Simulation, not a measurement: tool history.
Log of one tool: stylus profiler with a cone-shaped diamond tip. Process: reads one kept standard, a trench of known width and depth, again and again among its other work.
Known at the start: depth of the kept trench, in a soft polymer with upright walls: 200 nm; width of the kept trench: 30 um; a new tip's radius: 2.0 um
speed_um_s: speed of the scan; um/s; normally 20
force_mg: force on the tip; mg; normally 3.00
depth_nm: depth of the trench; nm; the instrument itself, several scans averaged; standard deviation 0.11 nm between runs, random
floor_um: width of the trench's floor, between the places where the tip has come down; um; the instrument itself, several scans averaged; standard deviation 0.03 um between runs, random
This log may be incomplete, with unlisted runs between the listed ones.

| run | hour | speed_um_s | force_mg | depth_nm | floor_um |
|---|---|---|---|---|---|
| 1 | 0.0 | 20 | 3.00 | 201.76 | 27.97 |
| 2 | 69.3 | 20 | 1.43 | 201.25 | 27.99 |
| 3 | 130.0 | 20 | 1.43 | 201.36 | 27.96 |
| 4 | 189.6 | 20 | 1.43 | 201.44 | 27.97 |
| 5 | 227.5 | 20 | 1.43 | 201.40 | 27.94 |
| 6 | 267.8 | 20 | 1.43 | 201.55 | 27.92 |
| 7 | 322.7 | 31 | 3.00 | 201.98 | 27.95 |
| 8 | 351.8 | 7 | 1.03 | 201.10 | 28.01 |
| 9 | 407.5 | 7 | 1.03 | 201.21 | 27.98 |
| 10 | 461.7 | 7 | 2.25 | 201.76 | 27.96 |
| 11 | 521.7 | 50 | 8.82 | 203.66 | 27.88 |
| 12 | 576.9 | 67 | 3.81 | 202.52 | 27.72 |
| 13 | 623.3 | 20 | 1.40 | 201.41 | 27.83 |
| 14 | 684.3 | 13 | 4.33 | 202.48 | 27.83 |

Each run again, without the hidden state but with its own random variation kept:
Unlogged tool condition in this case: radius of the tip, um; height scale over the true one, %; drift of the gauge itself on depth_nm, %; drift of the gauge itself on floor_um, %.
| run | depth_nm | floor_um |
|---|---|---|
| 1 | 201.42 | 28.12 |
| 2 | 200.89 | 28.16 |
| 3 | 200.98 | 28.15 |
| 4 | 201.03 | 28.17 |
| 5 | 200.97 | 28.16 |
| 6 | 201.11 | 28.15 |
| 7 | 201.52 | 28.19 |
| 8 | 200.63 | 28.26 |
| 9 | 200.72 | 28.24 |
| 10 | 201.25 | 28.23 |
| 11 | 203.12 | 28.16 |
| 12 | 201.96 | 28.02 |
| 13 | 200.84 | 28.14 |
| 14 | 201.88 | 28.15 |
